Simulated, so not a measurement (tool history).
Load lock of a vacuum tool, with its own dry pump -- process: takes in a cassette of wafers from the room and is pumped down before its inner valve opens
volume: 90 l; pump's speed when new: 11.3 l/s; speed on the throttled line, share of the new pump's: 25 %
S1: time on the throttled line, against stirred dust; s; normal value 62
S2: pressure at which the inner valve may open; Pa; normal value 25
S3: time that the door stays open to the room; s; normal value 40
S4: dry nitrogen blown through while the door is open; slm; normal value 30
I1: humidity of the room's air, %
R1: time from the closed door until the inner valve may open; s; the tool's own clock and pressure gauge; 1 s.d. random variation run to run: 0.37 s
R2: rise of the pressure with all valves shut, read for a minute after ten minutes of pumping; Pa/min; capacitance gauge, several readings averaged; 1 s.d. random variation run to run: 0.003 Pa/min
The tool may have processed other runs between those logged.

run	hour	S1	S2	S3	S4	I1	R1	R2
1	0	62	25	40	30	47	116.6	0.256
2	107.4	62	25	40	30	45.9	115.9	0.265
3	232.1	62	25	40	30	44	116.3	0.263
4	321.9	62	25	40	30	46.8	115.6	0.274
5	380.9	62	25	40	30	45.8	116.4	0.273
6	472.6	62	25	40	30	47.4	117	0.288
7	550.1	62	25	37	30	48.7	115.9	0.289
8	606.4	62	25	37	30	46	116.1	0.291
9	670.7	59	25	40	30	44	113.9	0.3
10	799.1	59	25	40	30	44.8	114.2	0.303
11	868.4	62	25	40	24	47.2	116.8	0.325
12	989.8	62	25	40	24	42.7	117.8	0.322
13	1082.8	62	25	40	30	47.2	117	0.326
14	1199.2	57	25	40	30	44.9	113.7	0.337
15	1265.3	62	25	40	30	47.2	117.3	0.336
16	1359.4	62	25	28	30	44.7	117.2	0.342
17	1431.3	62	25	28	30	46	117.6	0.347
18	1564.4	62	25	28	30	46	117.8	0.356
19	1686.9	62	25	28	30	46.7	117.6	0.365
20	1779.7	59	33	32	7	43.4	113.2	0.393
21	1910.1	59	33	51	16	45.8	113.5	0.401
22	2001	104	25	40	4	45.2	148.1	0.397
23	2083.1	106	25	42	19	45.1	150	0.402
24	2212.1	107	24	42	19	47	151	0.404
25	2298.6	107	24	42	19	45.6	150.4	0.415
# hour 2310.1: door's seal changed, seat wiped
26	2417.3	107	35	205	4	44	147.9	0.086
27	2547.5	107	35	205	4	43.6	147.8	0.082
28	2660	62	21	93	30	43.7	119.5	0.03
29	2780.2	53	39	151	18	45	107.4	0.05
30	2892.2	53	39	151	18	42.9	107.8	0.048
31	2997.6	62	25	40	32	42	118.2	0.032
32	3131.9	62	25	213	30	46.9	119.4	0.051
33	3258.7	79	25	33	30	40.5	130.5	0.032
34	3386	79	39	33	43	43	127.9	0.03
35	3447.5	62	25	40	23	44.2	119.2	0.044
36	3575.1	62	25	40	7	45.6	119.3	0.063

Alternative continuations, all from the tool just after run 36; predict every row:
A	3650.7	62	28	40	7	42.7	?	?
B	3650.7	62	25	134	9	47.6	?	?
C	3650.7	62	21	116	30	50.5	?	?

run	R1	R2
A	118.1	0.057
B	120.1	0.088
C	120.6	0.055
The same runs, with their run-to-run variation unchanged, on a tool lacking any hidden condition would have given:
run	R1	R2
A	111.7	0.033
B	113.5	0.064
C	113.9	0.03

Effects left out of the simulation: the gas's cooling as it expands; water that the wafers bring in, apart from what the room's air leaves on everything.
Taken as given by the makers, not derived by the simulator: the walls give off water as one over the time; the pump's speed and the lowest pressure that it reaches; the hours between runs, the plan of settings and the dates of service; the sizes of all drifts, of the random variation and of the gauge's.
